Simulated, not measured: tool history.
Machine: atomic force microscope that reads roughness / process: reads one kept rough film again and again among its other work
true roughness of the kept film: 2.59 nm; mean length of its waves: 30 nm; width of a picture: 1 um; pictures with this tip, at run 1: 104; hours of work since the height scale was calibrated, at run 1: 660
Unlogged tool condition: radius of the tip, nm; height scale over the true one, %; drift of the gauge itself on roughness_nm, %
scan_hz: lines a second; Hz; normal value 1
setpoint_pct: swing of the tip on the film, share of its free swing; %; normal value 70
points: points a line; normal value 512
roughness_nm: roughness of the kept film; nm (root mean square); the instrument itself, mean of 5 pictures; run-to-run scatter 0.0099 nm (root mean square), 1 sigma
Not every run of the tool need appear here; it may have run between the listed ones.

run   hour  scan_hz  setpoint_pct  points  pictures with this tip  hours of work since the height scale was calibrated  roughness_nm
  1      0        1            70     512                     104                                                  660         2.245
  2     14        1            70     512                     132                                                  670         2.262
  3     27        1            70     512                     157                                                  679         2.254
  4   43.7        1            70     512                     191                                                  691         2.249
        57  -- new tip fitted
  5   71.2        1            70     512                      29                                                  710         2.252
  6     87     1.78            70     512                      60                                                  722         2.162
  7  110.6     1.78            70     512                     107                                                  739         2.152
  8    130     2.95            70     512                     146                                                  752         2.016
  9  141.7        1            70     512                     169                                                  761         2.251
 10  154.9        1            70     512                     195                                                  770         2.244
     164.6  -- new tip fitted
 11  174.5        1            70     512                      20                                                  784         2.238
 12  191.4        1            70     512                      53                                                  796         2.254
 13    219        1            87     512                     108                                                  816         2.088
 14    243        1            87     512                     156                                                  833         2.088
 15  256.1        1            87     512                     182                                                  842         2.091
     273.9  -- new tip fitted
 16    274     0.58            87     512                       0                                                  854          2.19
 17  292.2     0.58            87     512                      36                                                  867         2.215
 18  311.8     0.58            90     512                      75                                                  881         2.176
 19  333.6     0.58            90     512                     119                                                  897         2.164
 20  358.8     0.58            90     512                     169                                                  915         2.194
 21    378        1            73     512                     207                                                  929         2.217
     382.1  -- new tip fitted
 22  393.8        1            86     512                      24                                                  940         2.108
 23  408.4        1            86     512                      53                                                  950         2.099
 24  435.2        1            86     593                     106                                                  969         2.089
 25  448.6        1            86     593                     133                                                  979         2.085
 26  474.2        1            86     593                     184                                                  997         2.108

Expected results for the next run?
     490.8  -- new tip fitted
 27  501.7     0.61            80     556                      22                                                 1016             ?

Run 27 yielded roughness_nm 2.244 nm (root mean square).
Had the tool carried no hidden state, the very same run would have given roughness_nm 2.244 nm (root mean square).
